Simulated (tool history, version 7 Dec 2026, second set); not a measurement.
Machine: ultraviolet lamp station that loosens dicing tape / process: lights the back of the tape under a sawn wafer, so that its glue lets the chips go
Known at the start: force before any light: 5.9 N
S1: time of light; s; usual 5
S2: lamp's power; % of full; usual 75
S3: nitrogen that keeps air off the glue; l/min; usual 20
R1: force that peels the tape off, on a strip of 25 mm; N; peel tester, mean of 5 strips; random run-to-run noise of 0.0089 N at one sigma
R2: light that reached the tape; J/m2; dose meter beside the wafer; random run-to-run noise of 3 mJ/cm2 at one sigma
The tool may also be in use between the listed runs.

{"run": 1, "day": 0.0, "S1": 5, "S2": 75, "S3": 20, "R1": 0.475, "R2": 4010}
{"run": 2, "day": 0.475, "S1": 5, "S2": 75, "S3": 20, "R1": 0.492, "R2": 4010}
{"run": 3, "day": 0.858, "S1": 5, "S2": 75, "S3": 14, "R1": 0.579, "R2": 4050}
{"run": 4, "day": 1.225, "S1": 5, "S2": 75, "S3": 14, "R1": 0.589, "R2": 4040}
{"day": 1.296, "done": "window cleaned of glue's vapour"}
{"run": 5, "day": 1.679, "S1": 6, "S2": 75, "S3": 20, "R1": 0.349, "R2": 4550}
{"run": 6, "day": 2.162, "S1": 6, "S2": 75, "S3": 18, "R1": 0.4, "R2": 4520}
{"run": 7, "day": 2.792, "S1": 5, "S2": 75, "S3": 7, "R1": 0.937, "R2": 3750}
{"run": 8, "day": 3.092, "S1": 8, "S2": 83, "S3": 27, "R1": 0.167, "R2": 6620}

Run 9 has not been measured yet. What should we expect?
{"day": 3.408, "done": "window cleaned of glue's vapour, once more"}
{"run": 9, "day": 3.492, "S1": 9, "S2": 77, "S3": 17, "R1": "?", "R2": "?"}

R1: 0.145 N
R2: 7900 J/m2
On a tool with no hidden condition, and with the same random variation, this run would have come out at R1 0.135 N, R2 8440 J/m2.
